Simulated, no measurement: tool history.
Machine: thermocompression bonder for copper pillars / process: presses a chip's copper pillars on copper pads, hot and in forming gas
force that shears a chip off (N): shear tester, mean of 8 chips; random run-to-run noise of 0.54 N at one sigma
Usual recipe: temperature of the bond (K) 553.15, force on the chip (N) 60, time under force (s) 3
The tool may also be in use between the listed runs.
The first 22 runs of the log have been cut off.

run,hour,temperature of the bond (K),force on the chip (N),time under force (s),hours of work since the heater was calibrated,hours of work since the force cell was calibrated,hours of work since the gas filter was changed,force that shears a chip off (N)
23,219.9,555.15,80,4,357,23,94,66.8
24,234.3,555.15,80,4,366,31,102,65.3
25,245,547.15,60,7,373,38,109,66
26,254.1,551.15,57,3,378,43,114,52.6
# hour 260.9: force cell calibrated, once more
27,265.5,551.15,57,3,384,3,120,50.2
28,279.2,551.15,57,3,392,11,129,52
29,286.1,551.15,57,3,396,15,133,51.1
30,295.2,530.15,51,4,402,21,138,43.8
31,304.8,544.15,41,2,408,26,144,35.1
32,312.7,553.15,60,3,412,31,149,53.9
33,326.6,553.15,54,3,421,40,157,51.2
34,336.2,545.15,54,3,427,45,163,46.7
35,344.3,535.15,40,3,431,50,168,36.7
36,351.7,558.15,36,3,436,55,172,43.4
37,361.7,558.15,36,3,442,61,178,43.1
38,373.1,558.15,36,3,449,68,185,43.7
39,383.6,574.15,59,3,455,74,191,61.4

Below are 5 alternative next runs, each starting from the tool's condition after run 39. Predict each:
A,391,551.15,82,3,460,78,196,?
B,391,580.15,59,6,460,78,196,?
C,391,571.15,59,4,460,78,196,?
D,391,545.15,39,3,460,78,196,?
E,391,545.15,52,2,460,78,196,?

run,force that shears a chip off (N)
A,57.5
B,71.6
C,64.4
D,39.9
E,39.9
With no hidden state in the tool, these same runs would have given:
run,force that shears a chip off (N)
A,62.7
B,77
C,69.7
D,43.8
E,43.9
